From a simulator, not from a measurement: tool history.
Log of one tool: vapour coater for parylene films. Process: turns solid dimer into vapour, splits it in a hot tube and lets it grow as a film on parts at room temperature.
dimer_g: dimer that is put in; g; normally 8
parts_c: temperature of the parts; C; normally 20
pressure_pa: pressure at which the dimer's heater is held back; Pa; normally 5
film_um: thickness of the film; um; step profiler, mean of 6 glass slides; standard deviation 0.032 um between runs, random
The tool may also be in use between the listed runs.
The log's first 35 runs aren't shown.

{"run": 36, "hour": 809.7, "dimer_g": 9, "parts_c": 20, "pressure_pa": 5.82, "film_um": 7.08}
{"run": 37, "hour": 830.2, "dimer_g": 9, "parts_c": 20, "pressure_pa": 5.82, "film_um": 7.08}
{"hour": 844.8, "done": "trap's valve overhauled"}
{"run": 38, "hour": 849.3, "dimer_g": 4, "parts_c": 13, "pressure_pa": 5, "film_um": 4.21}
{"run": 39, "hour": 867.3, "dimer_g": 13, "parts_c": 20, "pressure_pa": 5, "film_um": 11.25}
{"run": 40, "hour": 899.1, "dimer_g": 6, "parts_c": 15, "pressure_pa": 8.6, "film_um": 5.58}
{"run": 41, "hour": 924.6, "dimer_g": 8, "parts_c": 15, "pressure_pa": 10.08, "film_um": 7.2}
{"run": 42, "hour": 955.5, "dimer_g": 11, "parts_c": 16, "pressure_pa": 5, "film_um": 10.52}
{"run": 43, "hour": 981.4, "dimer_g": 11, "parts_c": 13, "pressure_pa": 5.46, "film_um": 11.31}
{"run": 44, "hour": 1012.8, "dimer_g": 8, "parts_c": 27, "pressure_pa": 4.97, "film_um": 5.61}
{"run": 45, "hour": 1045.8, "dimer_g": 8, "parts_c": 28, "pressure_pa": 3.86, "film_um": 5.61}
{"run": 46, "hour": 1078.7, "dimer_g": 8, "parts_c": 28, "pressure_pa": 3.86, "film_um": 5.62}
{"run": 47, "hour": 1095.2, "dimer_g": 4, "parts_c": 17, "pressure_pa": 10.41, "film_um": 3.38}

4 ways to go on from here, each from the tool as it stands after run 47. What would each give?
{"run": "A", "hour": 1127.8, "dimer_g": 4, "parts_c": 17, "pressure_pa": 5.09, "film_um": "?"}
{"run": "B", "hour": 1127.8, "dimer_g": 7, "parts_c": 15, "pressure_pa": 2.11, "film_um": "?"}
{"run": "C", "hour": 1127.8, "dimer_g": 10, "parts_c": 32, "pressure_pa": 11.8, "film_um": "?"}
{"run": "D", "hour": 1127.8, "dimer_g": 12, "parts_c": 20, "pressure_pa": 5, "film_um": "?"}

run=A film_um=3.73
run=B film_um=7.64
run=C film_um=5.38
run=D film_um=10.22
What these runs would have given with no unlogged condition in the tool:
run=A film_um=3.8
run=B film_um=7.77
run=C film_um=5.49
run=D film_um=10.42
